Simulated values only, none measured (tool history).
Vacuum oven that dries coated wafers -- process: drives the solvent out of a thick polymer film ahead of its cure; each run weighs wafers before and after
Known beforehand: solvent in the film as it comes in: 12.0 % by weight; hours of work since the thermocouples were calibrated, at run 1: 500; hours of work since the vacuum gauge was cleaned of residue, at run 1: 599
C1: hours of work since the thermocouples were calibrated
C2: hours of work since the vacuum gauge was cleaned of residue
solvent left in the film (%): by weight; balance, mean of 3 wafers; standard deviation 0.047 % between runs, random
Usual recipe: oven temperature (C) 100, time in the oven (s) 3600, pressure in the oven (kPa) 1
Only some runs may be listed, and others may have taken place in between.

run 1 day=0 | oven_temperature_(C)=100 time_in_the_oven_(s)=3600 pressure_in_the_oven_(kPa)=1 | C1=500 C2=599 | solvent_left_in_the_film_(%)=2
run 2 day=1.275 | oven_temperature_(C)=100 time_in_the_oven_(s)=3600 pressure_in_the_oven_(kPa)=1 | C1=524 C2=624 | solvent_left_in_the_film_(%)=2.07
run 3 day=2.571 | oven_temperature_(C)=100 time_in_the_oven_(s)=3600 pressure_in_the_oven_(kPa)=1 | C1=549 C2=648 | solvent_left_in_the_film_(%)=2.14
run 4 day=3.825 | oven_temperature_(C)=100 time_in_the_oven_(s)=3600 pressure_in_the_oven_(kPa)=1 | C1=573 C2=672 | solvent_left_in_the_film_(%)=1.97
run 5 day=4.942 | oven_temperature_(C)=106 time_in_the_oven_(s)=3600 pressure_in_the_oven_(kPa)=1 | C1=594 C2=694 | solvent_left_in_the_film_(%)=1.29
run 6 day=6.246 | oven_temperature_(C)=106 time_in_the_oven_(s)=3600 pressure_in_the_oven_(kPa)=1 | C1=619 C2=719 | solvent_left_in_the_film_(%)=1.3
run 7 day=7.021 | oven_temperature_(C)=106 time_in_the_oven_(s)=3600 pressure_in_the_oven_(kPa)=1 | C1=634 C2=733 | solvent_left_in_the_film_(%)=1.26
run 8 day=7.758 | oven_temperature_(C)=106 time_in_the_oven_(s)=3600 pressure_in_the_oven_(kPa)=1 | C1=648 C2=747 | solvent_left_in_the_film_(%)=1.18
run 9 day=8.567 | oven_temperature_(C)=104 time_in_the_oven_(s)=3600 pressure_in_the_oven_(kPa)=1 | C1=664 C2=763 | solvent_left_in_the_film_(%)=1.59
run 10 day=9.825 | oven_temperature_(C)=104 time_in_the_oven_(s)=3600 pressure_in_the_oven_(kPa)=1 | C1=688 C2=787 | solvent_left_in_the_film_(%)=1.51
run 11 day=10.608 | oven_temperature_(C)=104 time_in_the_oven_(s)=3600 pressure_in_the_oven_(kPa)=1 | C1=703 C2=802 | solvent_left_in_the_film_(%)=1.56
run 12 day=11.175 | oven_temperature_(C)=104 time_in_the_oven_(s)=3600 pressure_in_the_oven_(kPa)=1.97 | C1=713 C2=813 | solvent_left_in_the_film_(%)=1.89
run 13 day=12.196 | oven_temperature_(C)=87 time_in_the_oven_(s)=3720 pressure_in_the_oven_(kPa)=1 | C1=733 C2=832 | solvent_left_in_the_film_(%)=4.54
run 14 day=13.179 | oven_temperature_(C)=93 time_in_the_oven_(s)=3600 pressure_in_the_oven_(kPa)=2.7 | C1=752 C2=851 | solvent_left_in_the_film_(%)=3.93
run 15 day=14.088 | oven_temperature_(C)=100 time_in_the_oven_(s)=2040 pressure_in_the_oven_(kPa)=1.4 | C1=769 C2=868 | solvent_left_in_the_film_(%)=4.11
run 16 day=14.7 | oven_temperature_(C)=100 time_in_the_oven_(s)=2040 pressure_in_the_oven_(kPa)=1.4 | C1=781 C2=880 | solvent_left_in_the_film_(%)=4.04
run 17 day=15.767 | oven_temperature_(C)=87 time_in_the_oven_(s)=3360 pressure_in_the_oven_(kPa)=1.92 | C1=801 C2=900 | solvent_left_in_the_film_(%)=5.17
run 18 day=16.333 | oven_temperature_(C)=110 time_in_the_oven_(s)=2100 pressure_in_the_oven_(kPa)=1.57 | C1=812 C2=911 | solvent_left_in_the_film_(%)=2.29
run 19 day=17.492 | oven_temperature_(C)=111 time_in_the_oven_(s)=2040 pressure_in_the_oven_(kPa)=1.1 | C1=834 C2=933 | solvent_left_in_the_film_(%)=2.19
run 20 day=18.117 | oven_temperature_(C)=88 time_in_the_oven_(s)=2880 pressure_in_the_oven_(kPa)=0.96 | C1=846 C2=945 | solvent_left_in_the_film_(%)=5.21
run 21 day=19.05 | oven_temperature_(C)=114 time_in_the_oven_(s)=1980 pressure_in_the_oven_(kPa)=2.38 | C1=864 C2=963 | solvent_left_in_the_film_(%)=2.01
run 22 day=19.862 | oven_temperature_(C)=114 time_in_the_oven_(s)=1980 pressure_in_the_oven_(kPa)=2.38 | C1=879 C2=979 | solvent_left_in_the_film_(%)=2.11

3 ways to go on from here, each from the tool as it stands after run 22. What would each give?
run A day=21.142 | oven_temperature_(C)=93 time_in_the_oven_(s)=4680 pressure_in_the_oven_(kPa)=1.89 | C1=904 C2=1003 | solvent_left_in_the_film_(%)=?
run B day=21.142 | oven_temperature_(C)=100 time_in_the_oven_(s)=1920 pressure_in_the_oven_(kPa)=3.38 | C1=904 C2=1003 | solvent_left_in_the_film_(%)=?
run C day=21.142 | oven_temperature_(C)=107 time_in_the_oven_(s)=1980 pressure_in_the_oven_(kPa)=2.38 | C1=904 C2=1003 | solvent_left_in_the_film_(%)=?

run=A solvent_left_in_the_film_(%)=2.86
run=B solvent_left_in_the_film_(%)=4.83
run=C solvent_left_in_the_film_(%)=3.25
With no hidden state in the tool, these same runs would have given:
run=A solvent_left_in_the_film_(%)=2.49
run=B solvent_left_in_the_film_(%)=4.51
run=C solvent_left_in_the_film_(%)=2.95
